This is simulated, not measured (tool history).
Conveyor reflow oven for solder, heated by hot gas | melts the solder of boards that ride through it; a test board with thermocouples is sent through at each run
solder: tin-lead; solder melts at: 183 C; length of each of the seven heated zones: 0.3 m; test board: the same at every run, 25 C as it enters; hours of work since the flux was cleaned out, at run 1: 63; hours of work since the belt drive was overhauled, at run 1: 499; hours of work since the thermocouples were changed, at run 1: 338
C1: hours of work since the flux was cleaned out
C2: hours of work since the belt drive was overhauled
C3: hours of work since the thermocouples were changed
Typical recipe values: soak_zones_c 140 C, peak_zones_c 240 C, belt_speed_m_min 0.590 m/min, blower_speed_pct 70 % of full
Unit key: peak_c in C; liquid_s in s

run 1 hour=0.0 | soak_zones_c=140 peak_zones_c=240 belt_speed_m_min=0.590 blower_speed_pct=70 | C1=63 C2=499 C3=338 | peak_c=216.9 liquid_s=46.4
run 2 hour=11.9 | soak_zones_c=140 peak_zones_c=240 belt_speed_m_min=0.590 blower_speed_pct=70 | C1=71 C2=507 C3=346 | peak_c=216.2 liquid_s=45.0
run 3 hour=24.5 | soak_zones_c=140 peak_zones_c=240 belt_speed_m_min=0.590 blower_speed_pct=70 | C1=80 C2=515 C3=355 | peak_c=216.8 liquid_s=46.1
run 4 hour=30.8 | soak_zones_c=146 peak_zones_c=240 belt_speed_m_min=0.590 blower_speed_pct=70 | C1=84 C2=520 C3=359 | peak_c=217.6 liquid_s=46.8
run 5 hour=38.0 | soak_zones_c=146 peak_zones_c=240 belt_speed_m_min=0.590 blower_speed_pct=70 | C1=89 C2=525 C3=364 | peak_c=218.1 liquid_s=48.4
run 6 hour=51.5 | soak_zones_c=146 peak_zones_c=240 belt_speed_m_min=0.590 blower_speed_pct=70 | C1=98 C2=534 C3=373 | peak_c=218.2 liquid_s=47.9
run 7 hour=58.9 | soak_zones_c=146 peak_zones_c=240 belt_speed_m_min=0.590 blower_speed_pct=70 | C1=103 C2=539 C3=378 | peak_c=217.0 liquid_s=47.2
run 8 hour=72.5 | soak_zones_c=146 peak_zones_c=240 belt_speed_m_min=0.590 blower_speed_pct=70 | C1=112 C2=548 C3=387 | peak_c=218.0 liquid_s=47.8
run 9 hour=81.6 | soak_zones_c=146 peak_zones_c=240 belt_speed_m_min=0.590 blower_speed_pct=70 | C1=118 C2=554 C3=393 | peak_c=217.8 liquid_s=47.6
run 10 hour=93.8 | soak_zones_c=140 peak_zones_c=240 belt_speed_m_min=0.590 blower_speed_pct=70 | C1=127 C2=562 C3=402 | peak_c=215.7 liquid_s=45.3
run 11 hour=99.4 | soak_zones_c=140 peak_zones_c=240 belt_speed_m_min=0.590 blower_speed_pct=70 | C1=130 C2=566 C3=405 | peak_c=215.6 liquid_s=44.1
-- hour=105.6 flux residue cleaned out of gas plates and filters
run 12 hour=113.7 | soak_zones_c=140 peak_zones_c=240 belt_speed_m_min=0.590 blower_speed_pct=70 | C1=6 C2=572 C3=412 | peak_c=214.8 liquid_s=44.6
run 13 hour=125.0 | soak_zones_c=140 peak_zones_c=237 belt_speed_m_min=0.590 blower_speed_pct=70 | C1=13 C2=580 C3=419 | peak_c=212.0 liquid_s=42.4
run 14 hour=138.1 | soak_zones_c=140 peak_zones_c=240 belt_speed_m_min=0.590 blower_speed_pct=70 | C1=22 C2=589 C3=428 | peak_c=215.5 liquid_s=43.4
run 15 hour=143.9 | soak_zones_c=149 peak_zones_c=240 belt_speed_m_min=0.553 blower_speed_pct=70 | C1=26 C2=593 C3=432 | peak_c=218.5 liquid_s=52.7
run 16 hour=150.4 | soak_zones_c=131 peak_zones_c=238 belt_speed_m_min=0.476 blower_speed_pct=84 | C1=30 C2=597 C3=437 | peak_c=222.2 liquid_s=59.2
run 17 hour=162.7 | soak_zones_c=140 peak_zones_c=240 belt_speed_m_min=0.688 blower_speed_pct=60 | C1=39 C2=605 C3=445 | peak_c=204.8 liquid_s=29.1
-- hour=173.1 flux residue cleaned out of gas plates and filters, once more
run 18 hour=174.5 | soak_zones_c=140 peak_zones_c=240 belt_speed_m_min=0.688 blower_speed_pct=60 | C1=1 C2=610 C3=449 | peak_c=206.4 liquid_s=30.8
run 19 hour=186.6 | soak_zones_c=140 peak_zones_c=240 belt_speed_m_min=0.549 blower_speed_pct=59 | C1=9 C2=618 C3=458 | peak_c=215.9 liquid_s=47.7
run 20 hour=195.3 | soak_zones_c=140 peak_zones_c=240 belt_speed_m_min=0.549 blower_speed_pct=59 | C1=15 C2=624 C3=463 | peak_c=215.0 liquid_s=47.7
run 21 hour=201.1 | soak_zones_c=140 peak_zones_c=240 belt_speed_m_min=0.549 blower_speed_pct=59 | C1=19 C2=628 C3=467 | peak_c=215.3 liquid_s=47.9

Estimate the outcome of run 22 from the log above:
run 22 hour=209.8 | soak_zones_c=140 peak_zones_c=255 belt_speed_m_min=0.549 blower_speed_pct=80 | C1=25 C2=634 C3=473 | peak_c=? liquid_s=?

{"run 22": {"peak_c": 234.6, "liquid_s": 58.8}}
Take away the tool's hidden state, keep the run-to-run variation as it was, and the same run would have given peak_c 236.1 C, liquid_s 58.7 s.

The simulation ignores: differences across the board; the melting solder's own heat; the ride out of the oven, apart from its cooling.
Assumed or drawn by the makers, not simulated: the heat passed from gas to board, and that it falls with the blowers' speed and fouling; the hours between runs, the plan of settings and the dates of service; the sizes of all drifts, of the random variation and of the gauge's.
